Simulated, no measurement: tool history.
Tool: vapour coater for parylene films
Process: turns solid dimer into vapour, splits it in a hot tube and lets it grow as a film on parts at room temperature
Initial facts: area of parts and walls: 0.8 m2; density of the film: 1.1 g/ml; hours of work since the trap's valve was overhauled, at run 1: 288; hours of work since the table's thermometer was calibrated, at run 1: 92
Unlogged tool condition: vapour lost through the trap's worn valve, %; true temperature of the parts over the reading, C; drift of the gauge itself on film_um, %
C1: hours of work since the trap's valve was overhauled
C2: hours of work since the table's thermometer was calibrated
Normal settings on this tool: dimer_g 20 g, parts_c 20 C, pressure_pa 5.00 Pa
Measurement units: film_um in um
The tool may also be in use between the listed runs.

{"run": 1, "hour": 0.0, "dimer_g": 20, "parts_c": 20, "pressure_pa": 5.0, "C1": 288, "C2": 92, "film_um": 11.86}
{"run": 2, "hour": 15.3, "dimer_g": 20, "parts_c": 20, "pressure_pa": 5.0, "C1": 294, "C2": 98, "film_um": 11.73}
{"run": 3, "hour": 43.7, "dimer_g": 20, "parts_c": 20, "pressure_pa": 5.0, "C1": 306, "C2": 110, "film_um": 11.5}
{"run": 4, "hour": 62.0, "dimer_g": 20, "parts_c": 20, "pressure_pa": 5.0, "C1": 314, "C2": 118, "film_um": 11.52}
{"run": 5, "hour": 83.8, "dimer_g": 20, "parts_c": 20, "pressure_pa": 5.0, "C1": 323, "C2": 127, "film_um": 11.72}
{"run": 6, "hour": 107.3, "dimer_g": 20, "parts_c": 20, "pressure_pa": 5.0, "C1": 333, "C2": 137, "film_um": 11.53}
{"run": 7, "hour": 122.2, "dimer_g": 20, "parts_c": 20, "pressure_pa": 5.0, "C1": 339, "C2": 143, "film_um": 11.31}
{"run": 8, "hour": 135.4, "dimer_g": 20, "parts_c": 20, "pressure_pa": 5.0, "C1": 344, "C2": 148, "film_um": 11.39}
{"hour": 153.8, "done": "trap's valve overhauled"}
{"run": 9, "hour": 170.4, "dimer_g": 20, "parts_c": 20, "pressure_pa": 4.33, "C1": 7, "C2": 161, "film_um": 11.11}
{"run": 10, "hour": 192.8, "dimer_g": 20, "parts_c": 26, "pressure_pa": 4.33, "C1": 16, "C2": 171, "film_um": 8.55}
{"run": 11, "hour": 217.3, "dimer_g": 27, "parts_c": 20, "pressure_pa": 5.0, "C1": 27, "C2": 181, "film_um": 14.57}
{"run": 12, "hour": 246.2, "dimer_g": 27, "parts_c": 20, "pressure_pa": 5.0, "C1": 39, "C2": 193, "film_um": 14.58}
{"hour": 278.6, "done": "trap's valve overhauled, once more"}
{"run": 13, "hour": 279.3, "dimer_g": 20, "parts_c": 20, "pressure_pa": 5.0, "C1": 0, "C2": 205, "film_um": 12.7}
{"run": 14, "hour": 306.7, "dimer_g": 20, "parts_c": 20, "pressure_pa": 5.0, "C1": 12, "C2": 217, "film_um": 12.47}
{"run": 15, "hour": 326.3, "dimer_g": 20, "parts_c": 20, "pressure_pa": 5.0, "C1": 20, "C2": 225, "film_um": 12.7}
{"run": 16, "hour": 354.5, "dimer_g": 20, "parts_c": 20, "pressure_pa": 5.0, "C1": 32, "C2": 236, "film_um": 12.57}
{"run": 17, "hour": 386.4, "dimer_g": 31, "parts_c": 20, "pressure_pa": 5.0, "C1": 45, "C2": 250, "film_um": 19.34}
{"run": 18, "hour": 405.4, "dimer_g": 20, "parts_c": 20, "pressure_pa": 5.0, "C1": 53, "C2": 258, "film_um": 12.55}
{"run": 19, "hour": 419.8, "dimer_g": 20, "parts_c": 20, "pressure_pa": 2.01, "C1": 59, "C2": 264, "film_um": 15.4}
{"run": 20, "hour": 446.6, "dimer_g": 20, "parts_c": 20, "pressure_pa": 2.01, "C1": 70, "C2": 275, "film_um": 15.87}
{"run": 21, "hour": 469.9, "dimer_g": 20, "parts_c": 20, "pressure_pa": 3.1, "C1": 80, "C2": 285, "film_um": 14.07}
{"run": 22, "hour": 499.5, "dimer_g": 20, "parts_c": 20, "pressure_pa": 3.1, "C1": 92, "C2": 297, "film_um": 14.15}
{"run": 23, "hour": 527.3, "dimer_g": 20, "parts_c": 20, "pressure_pa": 3.1, "C1": 104, "C2": 308, "film_um": 13.78}
{"run": 24, "hour": 556.2, "dimer_g": 20, "parts_c": 20, "pressure_pa": 3.1, "C1": 116, "C2": 321, "film_um": 13.9}
{"run": 25, "hour": 580.9, "dimer_g": 20, "parts_c": 20, "pressure_pa": 3.1, "C1": 126, "C2": 331, "film_um": 13.87}
{"run": 26, "hour": 605.2, "dimer_g": 20, "parts_c": 28, "pressure_pa": 2.35, "C1": 136, "C2": 341, "film_um": 10.35}
{"run": 27, "hour": 623.4, "dimer_g": 20, "parts_c": 28, "pressure_pa": 2.35, "C1": 144, "C2": 349, "film_um": 10.24}
{"run": 28, "hour": 649.9, "dimer_g": 13, "parts_c": 21, "pressure_pa": 5.68, "C1": 155, "C2": 360, "film_um": 7.13}
{"run": 29, "hour": 677.0, "dimer_g": 13, "parts_c": 21, "pressure_pa": 5.68, "C1": 166, "C2": 371, "film_um": 7.32}
{"run": 30, "hour": 705.8, "dimer_g": 13, "parts_c": 21, "pressure_pa": 5.68, "C1": 178, "C2": 383, "film_um": 7.28}
{"run": 31, "hour": 724.9, "dimer_g": 23, "parts_c": 30, "pressure_pa": 8.0, "C1": 186, "C2": 391, "film_um": 8.09}
{"run": 32, "hour": 742.4, "dimer_g": 23, "parts_c": 26, "pressure_pa": 4.51, "C1": 193, "C2": 398, "film_um": 10.82}
{"run": 33, "hour": 772.2, "dimer_g": 28, "parts_c": 20, "pressure_pa": 5.0, "C1": 206, "C2": 411, "film_um": 16.65}
{"run": 34, "hour": 795.1, "dimer_g": 28, "parts_c": 20, "pressure_pa": 5.0, "C1": 215, "C2": 420, "film_um": 16.61}
{"run": 35, "hour": 819.1, "dimer_g": 18, "parts_c": 21, "pressure_pa": 2.17, "C1": 225, "C2": 430, "film_um": 12.46}
{"run": 36, "hour": 833.0, "dimer_g": 18, "parts_c": 21, "pressure_pa": 2.17, "C1": 231, "C2": 436, "film_um": 12.63}
{"run": 37, "hour": 860.5, "dimer_g": 18, "parts_c": 21, "pressure_pa": 2.17, "C1": 243, "C2": 447, "film_um": 12.53}
{"run": 38, "hour": 888.4, "dimer_g": 18, "parts_c": 21, "pressure_pa": 2.17, "C1": 254, "C2": 459, "film_um": 12.46}
{"run": 39, "hour": 913.6, "dimer_g": 33, "parts_c": 20, "pressure_pa": 5.0, "C1": 265, "C2": 470, "film_um": 19.35}
{"run": 40, "hour": 937.7, "dimer_g": 20, "parts_c": 30, "pressure_pa": 9.75, "C1": 275, "C2": 480, "film_um": 6.37}
{"run": 41, "hour": 952.5, "dimer_g": 25, "parts_c": 21, "pressure_pa": 5.0, "C1": 281, "C2": 486, "film_um": 13.92}
{"run": 42, "hour": 977.9, "dimer_g": 20, "parts_c": 25, "pressure_pa": 4.17, "C1": 292, "C2": 496, "film_um": 9.78}
{"run": 43, "hour": 1002.8, "dimer_g": 20, "parts_c": 25, "pressure_pa": 4.17, "C1": 302, "C2": 507, "film_um": 9.85}
{"run": 44, "hour": 1016.7, "dimer_g": 15, "parts_c": 31, "pressure_pa": 5.0, "C1": 308, "C2": 513, "film_um": 5.4}
{"run": 45, "hour": 1030.2, "dimer_g": 8, "parts_c": 31, "pressure_pa": 5.0, "C1": 313, "C2": 518, "film_um": 2.87}
{"run": 46, "hour": 1054.7, "dimer_g": 20, "parts_c": 19, "pressure_pa": 5.0, "C1": 324, "C2": 528, "film_um": 12.04}

What if the next run were any one of these 5? Each begins from the tool's condition after run 46:
{"run": "A", "hour": 1084.6, "dimer_g": 20, "parts_c": 12, "pressure_pa": 5.0, "C1": 336, "C2": 541, "film_um": "?"}
{"run": "B", "hour": 1084.6, "dimer_g": 9, "parts_c": 14, "pressure_pa": 3.45, "C1": 336, "C2": 541, "film_um": "?"}
{"run": "C", "hour": 1084.6, "dimer_g": 17, "parts_c": 15, "pressure_pa": 10.13, "C1": 336, "C2": 541, "film_um": "?"}
{"run": "D", "hour": 1084.6, "dimer_g": 23, "parts_c": 20, "pressure_pa": 8.67, "C1": 336, "C2": 541, "film_um": "?"}
{"run": "E", "hour": 1084.6, "dimer_g": 20, "parts_c": 20, "pressure_pa": 2.27, "C1": 336, "C2": 541, "film_um": "?"}

run=A film_um=16.24
run=B film_um=7.18
run=C film_um=10.08
run=D film_um=11.29
run=E film_um=13.75
Had the tool no hidden state, the same runs would have come out as:
run=A film_um=18.46
run=B film_um=8.17
run=C film_um=11.47
run=D film_um=12.84
run=E film_um=15.63
